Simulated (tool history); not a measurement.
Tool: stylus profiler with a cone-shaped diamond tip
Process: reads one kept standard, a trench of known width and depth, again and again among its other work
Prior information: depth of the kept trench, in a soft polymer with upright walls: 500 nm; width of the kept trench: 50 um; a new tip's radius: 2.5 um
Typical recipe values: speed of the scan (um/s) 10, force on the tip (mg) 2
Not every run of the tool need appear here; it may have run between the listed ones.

| run | day | speed of the scan (um/s) | force on the tip (mg) | depth of the trench (Å) | width of the trench's floor (µm) |
|---|---|---|---|---|---|
| 1 | 0 | 10 | 2 | 5040.7 | 46.76 |
| 2 | 2 | 10 | 2 | 5040.7 | 46.82 |
| 3 | 3.633 | 10 | 2 | 5045.4 | 46.76 |
| 4 | 5.279 | 10 | 2 | 5043 | 46.8 |
| 5 | 6.833 | 10 | 2 | 5042.4 | 46.84 |
| 6 | 8.833 | 10 | 2 | 5042.7 | 46.76 |
| 7 | 10.05 | 10 | 2 | 5045.3 | 46.8 |
| 8 | 11.55 | 10 | 2 | 5044.9 | 46.74 |
| 9 | 13.171 | 10 | 2 | 5045.4 | 46.75 |
| 10 | 14.262 | 10 | 0.71 | 5030.8 | 46.65 |
| 11 | 15.575 | 14 | 2 | 5047.4 | 46.7 |
| 12 | 17.346 | 10 | 2 | 5044.3 | 46.67 |
| 13 | 18.558 | 10 | 2 | 5045.6 | 46.72 |
| 14 | 20.062 | 9 | 2 | 5049 | 46.67 |
|  | 20.179 | height scale calibrated on a step standard |
| 15 | 21.421 | 9 | 2 | 5047.9 | 46.66 |
| 16 | 22.912 | 9 | 2 | 5051.1 | 46.7 |
| 17 | 24.396 | 10 | 0.75 | 5033.2 | 46.63 |
| 18 | 25.788 | 10 | 4.22 | 5073.4 | 46.62 |
| 19 | 26.946 | 4 | 0.72 | 5032.3 | 46.59 |
| 20 | 28.962 | 35 | 5.2 | 5084 | 46.57 |
|  | 29.846 | height scale calibrated on a step standard, once more |
| 21 | 31.142 | 35 | 5.2 | 5067.5 | 46.59 |
| 22 | 32.729 | 22 | 3.02 | 5048.5 | 46.5 |
| 23 | 34.254 | 29 | 5.73 | 5075.7 | 46.57 |
| 24 | 35.267 | 29 | 5.73 | 5077.2 | 46.49 |

Expected results for the next run?
| 25 | 36.4 | 3 | 2.51 | ? | ? |

{"run 25": {"depth of the trench (Å)": 5046.6, "width of the trench's floor (µm)": 46.58}}
With the hidden condition absent and the run-to-run variation left alone, this run would have shown depth of the trench (Å) 5043.3, width of the trench's floor (µm) 46.99.
